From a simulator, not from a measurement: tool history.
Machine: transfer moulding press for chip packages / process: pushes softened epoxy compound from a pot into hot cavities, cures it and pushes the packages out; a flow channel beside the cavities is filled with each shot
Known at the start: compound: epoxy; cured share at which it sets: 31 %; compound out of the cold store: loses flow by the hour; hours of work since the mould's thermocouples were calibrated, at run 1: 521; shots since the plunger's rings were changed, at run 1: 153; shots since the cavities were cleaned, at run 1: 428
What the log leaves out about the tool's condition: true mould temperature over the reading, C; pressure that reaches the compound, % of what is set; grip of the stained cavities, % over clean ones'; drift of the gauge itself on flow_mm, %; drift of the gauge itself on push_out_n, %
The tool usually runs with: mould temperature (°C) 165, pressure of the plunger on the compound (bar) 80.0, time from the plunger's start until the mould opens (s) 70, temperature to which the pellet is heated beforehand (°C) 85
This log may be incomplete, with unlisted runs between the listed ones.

run	hour	mould temperature (°C)	pressure of the plunger on the compound (bar)	time from the plunger's start until the mould opens (s)	temperature to which the pellet is heated beforehand (°C)	hours of work since the mould's thermocouples were calibrated	shots since the plunger's rings were changed	shots since the cavities were cleaned	incoming compound's hours out of the cold store	length that the compound runs in the flow channel (mm)	greatest force on the pins that push the packages out (N)
1	0.0	165	80.0	70	85	521	153	428	9.1	837	860
# hour 11.6: cavities cleaned with cleaning compound and waxed
# hour 41.7: mould's thermocouples calibrated
# hour 53.1: cavities cleaned with cleaning compound and waxed
2	63.0	165	80.0	70	85	14	1075	158	10.4	824	672
# hour 89.5: cavities cleaned with cleaning compound and waxed
3	111.6	165	80.0	70	85	46	1823	351	21.2	780	790
# hour 125.7: cavities cleaned with cleaning compound and waxed
4	156.4	168	80.0	70	85	75	2509	486	20.2	773	793
# hour 162.1: cavities cleaned with cleaning compound and waxed
# hour 202.0: cavities cleaned with cleaning compound and waxed
5	228.0	168	80.0	70	85	122	3599	413	47.2	675	758
# hour 240.9: cavities cleaned with cleaning compound and waxed
# hour 258.1: plunger's sealing rings changed
# hour 284.5: cavities cleaned with cleaning compound and waxed
6	284.5	168	80.0	70	85	157	395	0	20.5	779	492
# hour 320.9: cavities cleaned with cleaning compound and waxed
7	327.2	165	80.0	70	88	185	1049	100	42.6	710	601
# hour 358.5: cavities cleaned with cleaning compound and waxed
8	392.5	165	80.0	70	88	229	2061	539	39.4	715	891
# hour 398.2: cavities cleaned with cleaning compound and waxed
# hour 439.4: cavities cleaned with cleaning compound and waxed
9	452.9	165	80.0	70	88	268	2973	214	36.2	716	703
# hour 479.1: cavities cleaned with cleaning compound and waxed
10	512.7	165	80.0	70	88	308	3899	533	26.7	746	916
# hour 519.3: cavities cleaned with cleaning compound and waxed
# hour 527.3: plunger's sealing rings changed
11	551.5	165	80.0	70	88	332	385	472	40.9	719	851
# hour 560.8: cavities cleaned with cleaning compound and waxed
# hour 600.7: cavities cleaned with cleaning compound and waxed
12	604.4	165	80.0	70	88	366	1177	60	11.2	825	601
# hour 636.9: cavities cleaned with cleaning compound and waxed
13	643.6	165	80.0	107	88	392	1775	106	26.8	758	489
# hour 675.9: cavities cleaned with cleaning compound and waxed
14	680.0	170	79.5	62	75	415	2330	66	22.8	764	587
15	709.6	170	79.5	62	75	436	2800	536	46.4	677	851
# hour 717.0: cavities cleaned with cleaning compound and waxed
16	751.2	170	83.7	55	82	463	3436	543	15.5	799	1108
# hour 756.1: cavities cleaned with cleaning compound and waxed
# hour 792.9: plunger's sealing rings changed
# hour 797.3: cavities cleaned with cleaning compound and waxed
17	806.3	165	95.1	106	85	497	190	143	19.0	871	550
# hour 836.9: cavities cleaned with cleaning compound and waxed
18	845.0	165	76.2	80	85	522	780	129	35.9	717	592
# hour 875.0: cavities cleaned with cleaning compound and waxed
# hour 888.2: mould's thermocouples calibrated
19	900.3	165	76.2	80	85	8	1602	370	31.8	725	727
# hour 914.3: cavities cleaned with cleaning compound and waxed
# hour 952.1: cavities cleaned with cleaning compound and waxed
20	955.0	168	96.0	50	77	44	2423	46	15.4	869	927
# hour 991.8: cavities cleaned with cleaning compound and waxed
21	996.6	165	93.9	51	89	71	3060	76	29.7	803	1099
# hour 1031.9: cavities cleaned with cleaning compound and waxed
# hour 1064.8: plunger's sealing rings changed
22	1069.0	165	93.9	51	89	118	67	549	21.0	858	1624
# hour 1075.9: cavities cleaned with cleaning compound and waxed
23	1105.3	165	93.9	51	89	142	620	467	22.5	845	1590
# hour 1114.1: cavities cleaned with cleaning compound and waxed
24	1142.8	165	93.9	51	89	166	1191	454	12.3	883	1739
# hour 1153.6: cavities cleaned with cleaning compound and waxed
# hour 1192.5: cavities cleaned with cleaning compound and waxed
25	1202.3	165	93.9	51	89	205	2089	155	18.4	852	1247
# hour 1230.0: cavities cleaned with cleaning compound and waxed
26	1239.2	165	93.9	51	89	229	2652	147	41.8	761	1214

A few steps of length that the compound runs in the flow channel (mm) between consecutive runs. Split each: what settings, incoming material and random variation would produce without the hidden state, and what is left over for the hidden state, along with gauge scatter present in only one of the two compared results (measured, and without hidden state):
Run 10 -> 11: cavities cleaned with cleaning compound and waxed, plunger's sealing rings changed. length that the compound runs in the flow channel (mm) -27: hidden state +23, all else -50.
Run 16 -> 17: mould temperature (°C) 170 -> 165, pressure of the plunger on the compound (bar) 83.7 -> 95.1, time from the plunger's start until the mould opens (s) 55 -> 106, temperature to which the pellet is heated beforehand (°C) 82 -> 85, cavities cleaned with cleaning compound and waxed, plunger's sealing rings changed, cavities cleaned with cleaning compound and waxed. length that the compound runs in the flow channel (mm) +72: hidden state +22, all else +50.
Run 17 -> 18: pressure of the plunger on the compound (bar) 95.1 -> 76.2, time from the plunger's start until the mould opens (s) 106 -> 80, cavities cleaned with cleaning compound and waxed. length that the compound runs in the flow channel (mm) -154: hidden state -3, all else -151.
Run 19 -> 20: mould temperature (°C) 165 -> 168, pressure of the plunger on the compound (bar) 76.2 -> 96.0, time from the plunger's start until the mould opens (s) 80 -> 50, temperature to which the pellet is heated beforehand (°C) 85 -> 77, cavities cleaned with cleaning compound and waxed, cavities cleaned with cleaning compound and waxed. length that the compound runs in the flow channel (mm) +144: hidden state -7, all else +151.

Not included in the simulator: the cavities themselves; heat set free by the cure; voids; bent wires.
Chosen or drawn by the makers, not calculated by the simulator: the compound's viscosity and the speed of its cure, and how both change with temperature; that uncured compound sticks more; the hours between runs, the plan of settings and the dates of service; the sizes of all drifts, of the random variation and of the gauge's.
